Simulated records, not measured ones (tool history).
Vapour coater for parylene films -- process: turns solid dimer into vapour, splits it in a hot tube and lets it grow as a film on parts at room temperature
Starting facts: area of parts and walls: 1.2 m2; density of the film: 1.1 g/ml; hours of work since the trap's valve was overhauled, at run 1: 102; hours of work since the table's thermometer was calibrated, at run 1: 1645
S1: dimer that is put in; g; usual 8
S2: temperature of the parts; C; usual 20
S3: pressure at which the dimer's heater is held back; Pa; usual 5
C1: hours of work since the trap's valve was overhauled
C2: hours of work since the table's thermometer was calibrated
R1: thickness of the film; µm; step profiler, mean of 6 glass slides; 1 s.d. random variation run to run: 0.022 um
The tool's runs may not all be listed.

run    hour  S1  S2     S3   C1    C2    R1
  1       0   8  20      5  102  1645  3.48
  2    45.7   8  20      5  140  1683  3.46
  3    86.5   8  20      5  173  1716  3.44
  4   125.1   8  20      5  205  1748  3.41
  5   156.4   8  20      5  231  1774  3.36
      185.9  -- trap's valve overhauled
        201  -- table's thermometer calibrated
  6   215.9   8  20      5   24    12  3.32
  7   270.1   8  20   5.12   69    57  3.22
  8   323.3   8  20   5.12  113   101  3.19
      335.4  -- trap's valve overhauled, once more
  9   358.5   8  20   5.12   19   127  3.64
 10   406.6   8  20   5.12   59   166  3.66
 11   438.4   8  20   5.12   85   193  3.58
 12   465.9   8  20   6.58  108   215  3.46
 13   513.3   8  20   6.58  147   254   3.4
 14   562.6   8  15   6.58  187   295  3.97
 15   589.8   8  15   6.58  210   317  3.95
 16   623.6   8  13  10.47  238   345  3.81
      643.6  -- trap's valve overhauled
 17   660.5   5  20   2.87   14   372  2.53
 18     689   5  23   2.47   37   396  2.32
 19   716.2   9  21   2.79   60   418  4.38
 20   758.6   8  14  11.17   95   453   3.8
 21   799.9  14  14   3.27  129   487  8.25
 22   834.4   7  25   8.66  157   516  2.35
 23     871   6  28   7.42  188   546  1.84
 24     896   4  30   5.18  208   567  1.23
 25   930.5   4  30   5.18  237   595   1.2
      952.5  -- trap's valve overhauled
 26   986.1  11  30   5.18   28   638  3.54
 27  1019.8   7  15   7.89   55   666  3.44
 28  1058.9  11  15   3.15   88   698  6.38
 29  1089.9   5  20      5  113   723  2.21

Here are 5 independent what-if runs from the current tool condition. What would each one return?
  A  1143.1   5  15      5  157  767   ?
  B  1143.1  14  14      5  157  767   ?
  C  1143.1   7  32   7.12  157  767   ?
  D  1143.1   5  20  10.58  157  767   ?
  E  1143.1   9  24   6.97  157  767   ?

run    R1
  A  2.57
  B  7.46
  C   1.9
  D  1.85
  E  3.19
Without the tool's unlogged condition, the same runs would have read:
run    R1
  A  2.74
  B  7.97
  C  2.03
  D  1.98
  E  3.41
